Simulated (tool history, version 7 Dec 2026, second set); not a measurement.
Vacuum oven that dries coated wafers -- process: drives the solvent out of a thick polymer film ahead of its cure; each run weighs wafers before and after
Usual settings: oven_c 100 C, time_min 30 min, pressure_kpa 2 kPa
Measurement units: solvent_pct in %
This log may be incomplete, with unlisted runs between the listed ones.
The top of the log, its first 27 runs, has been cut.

run,hour,oven_c,time_min,pressure_kpa,solvent_pct
28,254.2,102,35,5.46,7.13
29,265.6,102,24,5.46,8.07
30,275.1,89,17,3.08,10.03
31,282.3,106,48,2,2.54
32,288.4,106,48,2,2.64
33,299.7,112,30,1.57,2.42
34,305.8,100,53,5.32,6.73
35,312.5,100,53,5.32,6.94
36,320.4,93,41,1.18,4.59
37,333.8,86,32,4.04,10.39
38,344.3,103,30,2,4.37
39,356.7,91,30,5.07,10.17
40,369.6,93,30,1.18,5.68
41,379.5,100,37,1.17,3.44
42,388.2,107,24,1.17,3.71

3 ways to go on from here, each from the tool as it stands after run 42. What would each give?
A,395.5,97,32,2,?
B,395.5,93,30,5.16,?
C,395.5,100,19,2,?

run,solvent_pct
A,5.42
B,9.87
C,6.41
With no hidden state in the tool, these same runs would have given:
run,solvent_pct
A,4.95
B,9.29
C,6.01

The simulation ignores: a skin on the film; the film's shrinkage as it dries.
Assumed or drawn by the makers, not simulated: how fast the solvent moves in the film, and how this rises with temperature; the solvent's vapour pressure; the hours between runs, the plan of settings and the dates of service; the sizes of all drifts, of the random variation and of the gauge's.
